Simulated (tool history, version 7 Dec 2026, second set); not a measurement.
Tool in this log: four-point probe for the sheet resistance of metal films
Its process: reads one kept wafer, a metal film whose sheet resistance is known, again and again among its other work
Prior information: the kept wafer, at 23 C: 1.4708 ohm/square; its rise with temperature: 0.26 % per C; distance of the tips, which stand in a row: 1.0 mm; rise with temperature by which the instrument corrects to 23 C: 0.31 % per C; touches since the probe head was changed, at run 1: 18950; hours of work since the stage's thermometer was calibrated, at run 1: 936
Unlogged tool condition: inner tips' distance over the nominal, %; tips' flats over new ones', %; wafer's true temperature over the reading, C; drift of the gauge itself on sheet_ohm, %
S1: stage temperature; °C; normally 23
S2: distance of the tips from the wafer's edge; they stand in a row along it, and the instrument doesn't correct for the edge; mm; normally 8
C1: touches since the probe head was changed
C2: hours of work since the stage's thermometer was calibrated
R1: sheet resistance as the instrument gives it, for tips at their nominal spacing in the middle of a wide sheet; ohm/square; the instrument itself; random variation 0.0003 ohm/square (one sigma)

run 1 hour=0.0 | S1=23 S2=8 | C1=18950 C2=936 | R1=1.481239
run 2 hour=15.4 | S1=23 S2=8 | C1=19625 C2=945 | R1=1.481811
run 3 hour=45.3 | S1=30 S2=8 | C1=20934 C2=961 | R1=1.476476
run 4 hour=62.3 | S1=23 S2=8 | C1=21681 C2=971 | R1=1.481844
run 5 hour=92.8 | S1=35 S2=8 | C1=23018 C2=987 | R1=1.473118
run 6 hour=117.6 | S1=23 S2=8 | C1=24103 C2=1001 | R1=1.481816
run 7 hour=140.3 | S1=23 S2=8 | C1=25099 C2=1013 | R1=1.482312
run 8 hour=170.6 | S1=23 S2=8 | C1=26426 C2=1030 | R1=1.482266
run 9 hour=198.0 | S1=23 S2=8 | C1=27627 C2=1045 | R1=1.482771
run 10 hour=217.2 | S1=23 S2=8 | C1=28468 C2=1055 | R1=1.481985
run 11 hour=240.8 | S1=23 S2=8 | C1=29504 C2=1068 | R1=1.482548
run 12 hour=269.6 | S1=23 S2=8 | C1=30762 C2=1084 | R1=1.482293
run 13 hour=284.1 | S1=23 S2=8 | C1=31401 C2=1092 | R1=1.482572
run 14 hour=301.5 | S1=23 S2=8 | C1=32161 C2=1101 | R1=1.482863
run 15 hour=321.8 | S1=32 S2=8 | C1=33050 C2=1112 | R1=1.476144
run 16 hour=344.1 | S1=32 S2=8 | C1=34027 C2=1125 | R1=1.476382
run 17 hour=370.6 | S1=32 S2=8 | C1=35191 C2=1139 | R1=1.475504
run 18 hour=386.6 | S1=32 S2=8 | C1=35892 C2=1148 | R1=1.476675
run 19 hour=400.5 | S1=32 S2=8 | C1=36501 C2=1155 | R1=1.476440
run 20 hour=418.4 | S1=32 S2=8 | C1=37287 C2=1165 | R1=1.475785
run 21 hour=448.0 | S1=31 S2=8 | C1=38583 C2=1181 | R1=1.477825
run 22 hour=471.9 | S1=31 S2=8 | C1=39630 C2=1194 | R1=1.477395
run 23 hour=500.3 | S1=31 S2=8 | C1=40874 C2=1210 | R1=1.477698
run 24 hour=529.4 | S1=19 S2=6 | C1=42148 C2=1226 | R1=1.496020
run 25 hour=555.4 | S1=18 S2=5 | C1=43290 C2=1240 | R1=1.506684
run 26 hour=570.5 | S1=18 S2=15 | C1=43948 C2=1248 | R1=1.479915
run 27 hour=593.3 | S1=18 S2=15 | C1=44949 C2=1261 | R1=1.479089
run 28 hour=621.0 | S1=29 S2=28 | C1=46165 C2=1276 | R1=1.468600
run 29 hour=643.6 | S1=31 S2=4 | C1=47154 C2=1288 | R1=1.513485
run 30 hour=662.5 | S1=33 S2=8 | C1=47982 C2=1299 | R1=1.476754
run 31 hour=688.2 | S1=29 S2=37 | C1=49108 C2=1313 | R1=1.467845
run 32 hour=718.9 | S1=19 S2=8 | C1=50452 C2=1330 | R1=1.487634
run 33 hour=733.1 | S1=27 S2=28 | C1=51074 C2=1337 | R1=1.469788
run 34 hour=746.5 | S1=27 S2=28 | C1=51661 C2=1345 | R1=1.470327
run 35 hour=766.0 | S1=27 S2=47 | C1=52518 C2=1355 | R1=1.469629
run 36 hour=790.3 | S1=27 S2=47 | C1=53580 C2=1369 | R1=1.470086
run 37 hour=817.5 | S1=23 S2=5 | C1=54773 C2=1383 | R1=1.503611
run 38 hour=839.2 | S1=29 S2=23 | C1=55726 C2=1395 | R1=1.469492
run 39 hour=858.6 | S1=22 S2=52 | C1=56573 C2=1406 | R1=1.473890
run 40 hour=882.2 | S1=34 S2=4 | C1=57611 C2=1419 | R1=1.512070
run 41 hour=899.3 | S1=34 S2=4 | C1=58361 C2=1428 | R1=1.512279
run 42 hour=923.6 | S1=34 S2=4 | C1=59421 C2=1441 | R1=1.512638
run 43 hour=954.1 | S1=34 S2=12 | C1=60760 C2=1458 | R1=1.470101
run 44 hour=984.8 | S1=32 S2=8 | C1=62104 C2=1475 | R1=1.478619
run 45 hour=998.8 | S1=18 S2=39 | C1=62720 C2=1483 | R1=1.477198

Below are 3 alternative next runs, each starting from the tool's condition after run 45. Predict each:
run A hour=1012.3 | S1=27 S2=56 | C1=63312 C2=1490 | R1=?
run B hour=1012.3 | S1=34 S2=38 | C1=63312 C2=1490 | R1=?
run C hour=1012.3 | S1=22 S2=5 | C1=63312 C2=1490 | R1=?

run=A R1=1.470256
run=B R1=1.465447
run=C R1=1.505800
Had the tool no hidden state, the same runs would have come out as:
run=A R1=1.467730
run=B R1=1.462956
run=C R1=1.503196
